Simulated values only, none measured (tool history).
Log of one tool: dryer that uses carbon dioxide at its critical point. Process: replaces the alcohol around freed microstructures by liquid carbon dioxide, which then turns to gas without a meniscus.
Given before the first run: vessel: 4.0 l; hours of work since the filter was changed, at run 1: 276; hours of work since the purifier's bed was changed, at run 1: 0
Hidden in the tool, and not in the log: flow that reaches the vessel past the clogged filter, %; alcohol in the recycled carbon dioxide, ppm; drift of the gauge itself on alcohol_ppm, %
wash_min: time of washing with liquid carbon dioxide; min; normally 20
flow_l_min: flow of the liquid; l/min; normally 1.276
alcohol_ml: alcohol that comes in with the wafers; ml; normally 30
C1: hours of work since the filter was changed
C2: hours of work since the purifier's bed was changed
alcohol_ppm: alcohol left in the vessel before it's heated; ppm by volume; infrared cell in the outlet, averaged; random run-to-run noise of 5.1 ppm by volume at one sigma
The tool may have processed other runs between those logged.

Run 1, hour 0.0: usual settings; C1 276; C2 0. Result: alcohol_ppm 57 ppm by volume.
Run 2, hour 14.6: usual settings; C1 286; C2 11. Result: alcohol_ppm 55 ppm by volume.
Run 3, hour 29.2: usual settings; C1 296; C2 21. Result: alcohol_ppm 74 ppm by volume.
Run 4, hour 41.5: usual settings; C1 304; C2 29. Result: alcohol_ppm 70 ppm by volume.
Run 5, hour 55.3: usual settings; C1 314; C2 39. Result: alcohol_ppm 72 ppm by volume.
Run 6, hour 71.5: usual settings; C1 325; C2 50. Result: alcohol_ppm 82 ppm by volume.
Run 7, hour 79.4: usual settings but alcohol_ml 118 ml; C1 331; C2 55. Result: alcohol_ppm 254 ppm by volume.
Run 8, hour 92.8: usual settings but flow_l_min 0.830 l/min; C1 340; C2 64. Result: alcohol_ppm 374 ppm by volume.
Run 9, hour 105.3: usual settings but flow_l_min 0.830 l/min; C1 348; C2 73. Result: alcohol_ppm 363 ppm by volume.
Run 10, hour 116.3: usual settings but flow_l_min 0.830 l/min; C1 356; C2 80. Result: alcohol_ppm 377 ppm by volume.
Run 11, hour 127.9: usual settings but flow_l_min 0.830 l/min; C1 364; C2 88. Result: alcohol_ppm 384 ppm by volume.
Run 12, hour 143.5: usual settings but flow_l_min 1.160 l/min; C1 375; C2 99. Result: alcohol_ppm 129 ppm by volume.
Run 13, hour 156.5: usual settings but flow_l_min 1.160 l/min; C1 384; C2 108. Result: alcohol_ppm 130 ppm by volume.
Run 14, hour 168.2: usual settings but flow_l_min 1.160 l/min; C1 392; C2 116. Result: alcohol_ppm 127 ppm by volume.
Run 15, hour 183.6: usual settings but alcohol_ml 111 ml; C1 402; C2 127. Result: alcohol_ppm 276 ppm by volume.
Run 16, hour 193.3: usual settings but alcohol_ml 111 ml; C1 409; C2 133. Result: alcohol_ppm 270 ppm by volume.
Run 17, hour 201.3: usual settings but alcohol_ml 111 ml; C1 414; C2 139. Result: alcohol_ppm 274 ppm by volume.
Run 18, hour 212.3: usual settings but alcohol_ml 111 ml; C1 422; C2 146. Result: alcohol_ppm 269 ppm by volume.
Run 19, hour 219.4: usual settings but alcohol_ml 111 ml; C1 427; C2 151. Result: alcohol_ppm 281 ppm by volume.
Run 20, hour 233.1: usual settings; C1 436; C2 161. Result: alcohol_ppm 99 ppm by volume.
Run 21, hour 243.8: usual settings; C1 443; C2 168. Result: alcohol_ppm 100 ppm by volume.
Run 22, hour 256.5: usual settings; C1 452; C2 177. Result: alcohol_ppm 107 ppm by volume.
Run 23, hour 269.2: usual settings; C1 461; C2 185. Result: alcohol_ppm 113 ppm by volume.
Run 24, hour 277.8: usual settings; C1 467; C2 191. Result: alcohol_ppm 117 ppm by volume.
Run 25, hour 291.9: usual settings; C1 477; C2 201. Result: alcohol_ppm 105 ppm by volume.
Run 26, hour 304.7: usual settings but flow_l_min 1.840 l/min, alcohol_ml 24 ml; C1 485; C2 210. Result: alcohol_ppm 55 ppm by volume.
Run 27, hour 313.8: usual settings but wash_min 13 min, flow_l_min 0.870 l/min, alcohol_ml 24 ml; C1 492; C2 216. Result: alcohol_ppm 824 ppm by volume.
Run 28, hour 321.3: usual settings but wash_min 13 min, flow_l_min 0.870 l/min, alcohol_ml 24 ml; C1 497; C2 221. Result: alcohol_ppm 839 ppm by volume.
Run 29, hour 335.8: usual settings but wash_min 12 min, flow_l_min 1.160 l/min, alcohol_ml 103 ml; C1 507; C2 231. Result: alcohol_ppm 2065 ppm by volume.
Run 30, hour 348.6: usual settings; C1 515; C2 240. Result: alcohol_ppm 122 ppm by volume.
Run 31, hour 363.4: usual settings but wash_min 24 min, alcohol_ml 28 ml; C1 526; C2 250. Result: alcohol_ppm 83 ppm by volume.
Run 32, hour 373.4: usual settings but wash_min 24 min, alcohol_ml 28 ml; C1 533; C2 257. Result: alcohol_ppm 85 ppm by volume.
At hour 387.9: inlet filter changed.
Run 33, hour 388.9: usual settings but wash_min 24 min, alcohol_ml 28 ml; C1 1; C2 267. Result: alcohol_ppm 75 ppm by volume.
Run 34, hour 402.9: usual settings but wash_min 22 min, alcohol_ml 28 ml; C1 10; C2 277. Result: alcohol_ppm 88 ppm by volume.
Run 35, hour 412.6: usual settings but wash_min 18 min, flow_l_min 1.970 l/min; C1 17; C2 283. Result: alcohol_ppm 62 ppm by volume.

Run 36 comes next. What will it give?
Run 36, hour 419.4: usual settings but wash_min 18 min, flow_l_min 1.970 l/min; C1 22; C2 288. Result: alcohol_ppm ?.

Run 36 produced alcohol_ppm 76 ppm by volume.
Were there no unlogged condition in the tool, this run, its random variation unchanged, would have produced alcohol_ppm 15 ppm by volume.

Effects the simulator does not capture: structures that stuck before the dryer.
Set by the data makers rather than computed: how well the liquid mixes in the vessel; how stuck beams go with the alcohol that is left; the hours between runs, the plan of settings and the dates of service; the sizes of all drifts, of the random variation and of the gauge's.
